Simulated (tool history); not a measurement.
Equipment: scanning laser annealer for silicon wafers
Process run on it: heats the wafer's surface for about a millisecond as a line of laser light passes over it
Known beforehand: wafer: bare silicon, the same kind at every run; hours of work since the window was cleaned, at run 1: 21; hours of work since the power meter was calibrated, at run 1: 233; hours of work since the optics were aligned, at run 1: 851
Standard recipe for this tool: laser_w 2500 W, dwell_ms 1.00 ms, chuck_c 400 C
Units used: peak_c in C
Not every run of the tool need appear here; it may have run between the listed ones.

run     day  laser_w  dwell_ms  chuck_c  hours of work since the window was cleaned  hours of work since the power meter was calibrated  hours of work since the optics were aligned  peak_c
  1   0.000     2500      1.00      400                                          21                                                 233                                          851    1123
  2   0.558     2393      1.00      400                                          27                                                 239                                          857    1091
  3   0.804     2393      1.00      400                                          30                                                 241                                          859    1091
  4   1.121     2393      1.00      400                                          33                                                 245                                          863    1091
  5   1.350     2393      1.00      400                                          36                                                 247                                          865    1090
  6   1.871     2500      1.00      400                                          41                                                 253                                          871    1121
  7   2.388     2500      1.00      400                                          47                                                 258                                          876    1121
  8   2.679     2500      1.00      400                                          50                                                 261                                          879    1123
  9   3.188     2500      1.00      400                                          55                                                 267                                          885    1121
 10   3.738     2488      1.00      400                                          61                                                 273                                          891    1117
 11   4.146     2500      1.00      400                                          65                                                 277                                          895    1121
 12   4.400     2500      1.00      400                                          68                                                 280                                          898    1122
 13   4.692     2500      1.00      400                                          71                                                 283                                          901    1119
 14   4.992     2500      1.00      400                                          75                                                 286                                          904    1119
 15   5.275     2500      1.00      400                                          78                                                 289                                          907    1121
 16   5.742     2500      1.00      400                                          83                                                 294                                          912    1121
 17   6.050     2500      1.00      400                                          86                                                 298                                          916    1121
 18   6.538     2500      1.00      400                                          91                                                 303                                          921    1123
 19   6.762     2500      1.00      400                                          94                                                 305                                          923    1120
 20   7.071     2500      1.00      400                                          97                                                 308                                          927    1119
 21   7.458     2742      1.00      400                                         101                                                 313                                          931    1194
 22   7.804     2742      1.00      400                                         105                                                 316                                          934    1194
 23   8.362     2547      1.00      403                                         111                                                 322                                          940    1134
 24   8.738     2547      1.00      403                                         115                                                 326                                          944    1140
 25   9.017     2631      0.71      430                                         118                                                 329                                          947    1058
 26   9.362     2631      0.71      430                                         121                                                 333                                          951    1060
 27   9.604     2500      0.91      370                                         124                                                 336                                          954    1055
 28   9.904     2242      0.76      385                                         127                                                 339                                          957     938
 29  10.379     2242      0.76      385                                         132                                                 344                                          962     938
 30  10.692     2242      0.76      385                                         136                                                 347                                          965     936
 31  11.067     2430      0.76      385                                         140                                                 351                                          969     988
 32  11.367     2430      0.76      385                                         143                                                 354                                          973     987
 33  11.846     2430      0.76      385                                         148                                                 360                                          978     985
 34  12.400     2459      1.00      429                                         154                                                 366                                          984    1133
 35  12.696     2433      1.14      427                                         157                                                 369                                          987    1175
 36  13.100     2433      1.14      427                                         161                                                 373                                          991    1176
 37  13.617     2747      1.09      427                                         167                                                 379                                          997    1258
 38  14.154     2609      1.09      368                                         173                                                 384                                         1002    1154
 39  14.579     2609      1.09      368                                         177                                                 389                                         1007    1153
 40  15.125     2500      1.22      400                                         183                                                 395                                         1013    1198
 41  15.604     2500      0.73      413                                         188                                                 400                                         1018    1017

Each row is a separate what-if for the run after 41, all from the same tool condition, not one after another. Results?
  A  15.979     2685      0.92      398                                         192                                                 404                                         1022       ?
  B  15.979     2389      0.73      413                                         192                                                 404                                         1022       ?
  C  15.979     2500      1.00      400                                         192                                                 404                                         1022       ?
  D  15.979     2500      0.70      383                                         192                                                 404                                         1022       ?

run  peak_c
  A    1136
  B     990
  C    1114
  D     974
Had the tool no hidden state, the same runs would have come out as:
run  peak_c
  A    1153
  B    1004
  C    1130
  D     988

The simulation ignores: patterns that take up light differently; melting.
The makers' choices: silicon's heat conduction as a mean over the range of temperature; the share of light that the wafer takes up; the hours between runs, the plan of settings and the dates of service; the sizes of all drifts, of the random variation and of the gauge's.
